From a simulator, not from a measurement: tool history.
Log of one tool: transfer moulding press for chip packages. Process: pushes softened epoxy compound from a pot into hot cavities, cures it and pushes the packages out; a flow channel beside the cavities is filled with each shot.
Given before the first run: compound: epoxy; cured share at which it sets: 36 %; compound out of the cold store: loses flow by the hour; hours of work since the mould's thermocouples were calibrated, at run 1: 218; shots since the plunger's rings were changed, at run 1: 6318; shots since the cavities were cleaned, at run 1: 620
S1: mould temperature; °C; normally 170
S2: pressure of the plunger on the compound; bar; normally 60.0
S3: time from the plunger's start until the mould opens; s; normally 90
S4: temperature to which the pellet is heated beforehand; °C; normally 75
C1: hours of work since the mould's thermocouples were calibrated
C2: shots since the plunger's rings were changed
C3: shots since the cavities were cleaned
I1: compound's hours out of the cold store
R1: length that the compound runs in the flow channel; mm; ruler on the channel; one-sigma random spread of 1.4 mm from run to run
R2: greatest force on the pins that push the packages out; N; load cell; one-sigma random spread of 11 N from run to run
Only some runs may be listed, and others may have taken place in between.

run,hour,S1,S2,S3,S4,C1,C2,C3,I1,R1,R2
1,0.0,170,60.0,90,75,218,6318,620,26.8,484,861
# hour 9.7: cavities cleaned with cleaning compound and waxed
2,22.4,171,60.0,90,75,234,6597,170,34.8,464,618
# hour 35.6: plunger's sealing rings changed
3,37.9,171,60.0,90,75,243,31,344,35.1,486,723
4,53.1,171,64.3,90,75,255,234,547,41.3,489,796
# hour 68.5: cavities cleaned with cleaning compound and waxed
5,77.4,171,64.3,90,75,271,539,119,31.4,512,576
6,100.3,171,64.3,90,75,288,844,424,29.7,513,769
7,116.9,170,60.0,90,83,301,1066,646,44.6,465,832
# hour 124.1: cavities cleaned with cleaning compound and waxed
8,139.0,170,60.0,90,71,316,1341,198,15.6,526,700
9,162.1,170,60.0,90,75,333,1650,507,24.9,505,851
# hour 179.4: cavities cleaned with cleaning compound and waxed
10,187.5,170,60.0,90,75,350,1969,109,28.4,494,610
11,200.1,170,60.0,90,75,360,2138,278,25.6,498,718
12,211.3,170,60.0,83,75,368,2287,427,26.6,496,953
# hour 234.9: cavities cleaned with cleaning compound and waxed
13,237.4,170,60.0,83,75,386,2615,32,46.3,459,605
14,263.5,170,60.0,97,75,405,2964,381,16.8,514,687
15,282.1,170,60.0,118,79,419,3213,630,26.1,495,668
# hour 290.4: cavities cleaned with cleaning compound and waxed
16,301.1,170,60.0,75,79,432,3447,143,14.3,520,1001
17,312.8,169,60.0,106,79,441,3604,300,28.8,490,609
18,334.4,171,73.0,105,84,457,3892,588,29.2,531,668
# hour 346.8: cavities cleaned with cleaning compound and waxed
19,358.9,171,73.0,105,84,474,4199,161,20.5,549,533
20,372.2,171,73.0,105,84,484,4377,339,35.0,516,620
21,385.1,165,73.0,105,84,493,4549,511,28.6,545,813
22,395.8,165,73.0,105,84,501,4692,654,37.4,526,796
# hour 402.3: cavities cleaned with cleaning compound and waxed
23,418.6,165,73.0,105,84,517,4976,218,41.5,515,661
24,442.2,165,72.5,71,72,534,5292,534,31.5,536,2043
# hour 457.7: cavities cleaned with cleaning compound and waxed
25,464.2,165,72.5,71,72,549,5566,86,40.3,515,1396
26,478.0,165,72.5,71,72,559,5751,271,14.3,575,1893
27,504.1,167,67.9,71,84,579,6099,619,24.3,524,1796

Branching from run 27: 4 alternative next runs. What would each branch give?
# hour 513.0: cavities cleaned with cleaning compound and waxed
A,527.6,166,67.9,73,73,595,6393,195,46.7,?,?
# hour 513.0: cavities cleaned with cleaning compound and waxed
B,527.6,167,67.9,93,84,595,6393,195,21.9,?,?
# hour 513.0: cavities cleaned with cleaning compound and waxed
C,527.6,170,45.2,71,75,595,6393,195,42.6,?,?
# hour 513.0: cavities cleaned with cleaning compound and waxed
D,527.6,170,60.2,115,75,595,6393,195,46.9,?,?

run,R1,R2
A,480,1365
B,527,747
C,389,1123
D,443,533
With the hidden condition removed and each run's random variation left untouched, the same runs would have given:
run,R1,R2
A,506,1037
B,555,568
C,410,855
D,467,398
